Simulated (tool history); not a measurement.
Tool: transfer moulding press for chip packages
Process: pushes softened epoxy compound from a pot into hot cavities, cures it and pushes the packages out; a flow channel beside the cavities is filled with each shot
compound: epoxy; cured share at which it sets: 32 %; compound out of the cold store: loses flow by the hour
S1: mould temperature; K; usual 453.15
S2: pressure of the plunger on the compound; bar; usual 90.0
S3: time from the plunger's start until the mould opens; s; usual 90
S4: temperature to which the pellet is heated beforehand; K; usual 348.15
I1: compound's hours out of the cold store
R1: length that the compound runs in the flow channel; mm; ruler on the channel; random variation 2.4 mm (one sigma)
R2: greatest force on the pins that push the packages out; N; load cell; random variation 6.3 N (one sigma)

run,hour,S1,S2,S3,S4,I1,R1,R2
1,0.0,453.15,90.0,90,348.15,39.7,841,395
# hour 35.0: cavities cleaned with cleaning compound and waxed
2,55.4,453.15,90.0,90,348.15,33.2,857,316
# hour 69.2: mould's thermocouples calibrated
3,102.4,453.15,90.0,90,348.15,26.4,881,422
# hour 128.2: cavities cleaned with cleaning compound and waxed
4,133.4,453.15,90.0,100,348.15,43.1,805,246
5,192.1,453.15,90.0,100,348.15,18.1,901,405
# hour 215.7: cavities cleaned with cleaning compound and waxed
# hour 231.7: plunger's sealing rings changed
6,242.4,453.15,90.0,100,348.15,24.0,911,317
7,268.4,453.15,90.0,100,348.15,22.2,917,360
# hour 307.4: cavities cleaned with cleaning compound and waxed
8,323.7,456.15,90.0,90,348.15,40.6,818,295
9,351.8,456.15,90.0,90,348.15,31.2,852,372
# hour 396.5: cavities cleaned with cleaning compound and waxed
10,396.5,456.15,90.0,90,348.15,28.7,855,233
11,433.9,456.15,90.0,90,348.15,41.1,792,339
# hour 457.1: plunger's sealing rings changed
12,478.9,456.15,90.0,90,348.15,14.5,955,423
# hour 488.0: cavities cleaned with cleaning compound and waxed
13,518.4,456.15,90.0,90,348.15,39.3,825,314
14,572.3,453.15,88.7,90,344.15,10.8,952,465
# hour 578.0: cavities cleaned with cleaning compound and waxed
15,626.8,447.15,96.1,122,350.15,27.2,910,349
# hour 667.9: cavities cleaned with cleaning compound and waxed
# hour 683.0: plunger's sealing rings changed
16,694.2,453.15,107.3,90,348.15,28.9,970,331
17,721.8,459.15,76.4,90,350.15,27.5,807,350
# hour 741.2: mould's thermocouples calibrated
# hour 762.9: cavities cleaned with cleaning compound and waxed
18,787.3,459.15,76.4,90,350.15,28.8,796,308
19,829.4,459.15,76.4,90,350.15,25.4,799,372
# hour 851.5: cavities cleaned with cleaning compound and waxed
20,875.9,459.15,76.4,90,350.15,45.5,716,298
# hour 909.9: plunger's sealing rings changed
21,925.4,458.15,72.3,90,354.15,19.9,830,412
# hour 943.1: cavities cleaned with cleaning compound and waxed
22,971.0,458.15,98.4,75,354.15,33.3,890,366
23,1028.5,458.15,98.4,75,354.15,42.2,836,464
# hour 1034.5: cavities cleaned with cleaning compound and waxed
24,1077.9,456.15,90.0,89,355.15,10.3,951,368

5 ways to go on from here, each from the tool as it stands after run 24. What would each give?
# hour 1122.4: cavities cleaned with cleaning compound and waxed
A,1122.4,453.15,94.8,111,348.15,29.1,?,?
# hour 1122.4: cavities cleaned with cleaning compound and waxed
B,1122.4,450.15,90.0,90,348.15,20.6,?,?
# hour 1122.4: cavities cleaned with cleaning compound and waxed
C,1122.4,456.15,72.0,114,346.15,8.5,?,?
# hour 1122.4: cavities cleaned with cleaning compound and waxed
D,1122.4,453.15,88.9,90,348.15,34.7,?,?
# hour 1122.4: cavities cleaned with cleaning compound and waxed
E,1122.4,450.15,90.5,90,348.15,18.0,?,?

run,R1,R2
A,873,217
B,900,286
C,851,229
D,819,250
E,917,283
Without the tool's hidden state the same runs would have given:
run,R1,R2
A,917,214
B,945,284
C,893,226
D,860,247
E,963,281
